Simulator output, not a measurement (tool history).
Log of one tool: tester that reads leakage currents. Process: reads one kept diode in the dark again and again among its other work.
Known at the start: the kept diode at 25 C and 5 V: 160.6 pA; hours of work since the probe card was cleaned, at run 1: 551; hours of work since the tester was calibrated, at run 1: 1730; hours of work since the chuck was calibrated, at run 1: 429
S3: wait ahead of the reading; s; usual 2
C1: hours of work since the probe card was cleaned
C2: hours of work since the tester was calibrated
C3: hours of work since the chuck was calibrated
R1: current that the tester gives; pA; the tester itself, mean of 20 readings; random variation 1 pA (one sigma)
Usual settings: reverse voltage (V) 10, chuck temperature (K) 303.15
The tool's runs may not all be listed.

Run 1, hour 0: usual settings; C1 551; C2 1730; C3 429. Result: R1 300.7 pA.
Run 2, hour 49.2: usual settings but chuck temperature (K) 323.15; C1 585; C2 1764; C3 463. Result: R1 1147.26 pA.
Run 3, hour 80: usual settings but chuck temperature (K) 298.15; C1 606; C2 1785; C3 484. Result: R1 206.03 pA.
Run 4, hour 120.2: usual settings but chuck temperature (K) 322.15; C1 633; C2 1812; C3 511. Result: R1 1062.15 pA.
Run 5, hour 154.1: usual settings but reverse voltage (V) 3.2; C1 656; C2 1835; C3 534. Result: R1 156.33 pA.
At hour 186.3: chuck's temperature calibrated.
Run 6, hour 192: usual settings but reverse voltage (V) 3.2; C1 681; C2 1860; C3 4. Result: R1 184.56 pA.

Forecast run 7:
At hour 197.7: tester calibrated.
Run 7, hour 251.9: usual settings but reverse voltage (V) 7.2, chuck temperature (K) 313.15; C1 720; C2 37; C3 43. Result: R1 ?.

Run 7 gave R1 559.34 pA.
Without the tool's hidden state the same run would have given R1 567.97 pA.

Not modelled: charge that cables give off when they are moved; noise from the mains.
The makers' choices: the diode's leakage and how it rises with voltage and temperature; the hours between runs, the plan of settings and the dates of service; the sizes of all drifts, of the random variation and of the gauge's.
